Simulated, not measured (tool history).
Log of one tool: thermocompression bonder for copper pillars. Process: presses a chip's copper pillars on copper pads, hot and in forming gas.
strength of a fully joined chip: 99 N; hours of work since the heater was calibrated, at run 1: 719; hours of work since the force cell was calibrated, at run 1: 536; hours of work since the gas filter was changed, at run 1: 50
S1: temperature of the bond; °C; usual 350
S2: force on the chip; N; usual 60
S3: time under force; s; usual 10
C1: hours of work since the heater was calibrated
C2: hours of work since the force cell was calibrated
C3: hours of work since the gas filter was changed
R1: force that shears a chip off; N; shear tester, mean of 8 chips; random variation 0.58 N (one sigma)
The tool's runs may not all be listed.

{"run": 1, "day": 0.0, "S1": 350, "S2": 60, "S3": 10, "C1": 719, "C2": 536, "C3": 50, "R1": 41.6}
{"run": 2, "day": 1.1, "S1": 350, "S2": 60, "S3": 10, "C1": 737, "C2": 553, "C3": 67, "R1": 40.4}
{"run": 3, "day": 1.917, "S1": 350, "S2": 60, "S3": 10, "C1": 750, "C2": 566, "C3": 80, "R1": 42.0}
{"run": 4, "day": 2.867, "S1": 350, "S2": 60, "S3": 11, "C1": 765, "C2": 581, "C3": 95, "R1": 42.3}
{"day": 3.883, "done": "heater calibrated with a thermocouple chip"}
{"run": 5, "day": 4.338, "S1": 350, "S2": 60, "S3": 11, "C1": 7, "C2": 603, "C3": 117, "R1": 45.0}
{"run": 6, "day": 5.183, "S1": 350, "S2": 60, "S3": 11, "C1": 20, "C2": 616, "C3": 130, "R1": 44.9}
{"run": 7, "day": 6.479, "S1": 346, "S2": 60, "S3": 10, "C1": 41, "C2": 637, "C3": 150, "R1": 41.1}
{"run": 8, "day": 7.3, "S1": 346, "S2": 60, "S3": 10, "C1": 54, "C2": 650, "C3": 163, "R1": 41.2}
{"run": 9, "day": 8.962, "S1": 350, "S2": 71, "S3": 25, "C1": 80, "C2": 676, "C3": 189, "R1": 62.2}
{"day": 9.154, "done": "force cell calibrated"}
{"day": 10.021, "done": "forming gas filter changed"}
{"run": 10, "day": 10.317, "S1": 340, "S2": 41, "S3": 27, "C1": 100, "C2": 18, "C3": 5, "R1": 46.7}
{"run": 11, "day": 11.271, "S1": 355, "S2": 40, "S3": 10, "C1": 115, "C2": 33, "C3": 20, "R1": 37.5}
{"run": 12, "day": 12.433, "S1": 379, "S2": 79, "S3": 10, "C1": 133, "C2": 51, "C3": 38, "R1": 63.6}
{"run": 13, "day": 14.133, "S1": 379, "S2": 68, "S3": 11, "C1": 160, "C2": 78, "C3": 65, "R1": 62.5}
{"run": 14, "day": 15.242, "S1": 328, "S2": 53, "S3": 6, "C1": 177, "C2": 95, "C3": 82, "R1": 26.3}

5 ways to go on from here, each from the tool as it stands after run 14. What would each give?
{"run": "A", "day": 15.992, "S1": 328, "S2": 89, "S3": 6, "C1": 189, "C2": 107, "C3": 94, "R1": "?"}
{"run": "B", "day": 15.992, "S1": 376, "S2": 73, "S3": 10, "C1": 189, "C2": 107, "C3": 94, "R1": "?"}
{"run": "C", "day": 15.992, "S1": 358, "S2": 46, "S3": 8, "C1": 189, "C2": 107, "C3": 94, "R1": "?"}
{"run": "D", "day": 15.992, "S1": 328, "S2": 53, "S3": 6, "C1": 189, "C2": 107, "C3": 94, "R1": "?"}
{"run": "E", "day": 15.992, "S1": 339, "S2": 71, "S3": 12, "C1": 189, "C2": 107, "C3": 94, "R1": "?"}

run=A R1=35.5
run=B R1=59.2
run=C R1=37.3
run=D R1=26.5
run=E R1=46.9
Without the tool's hidden state the same runs would have given:
run=A R1=36.2
run=B R1=60.5
run=C R1=38.0
run=D R1=27.0
run=E R1=47.8
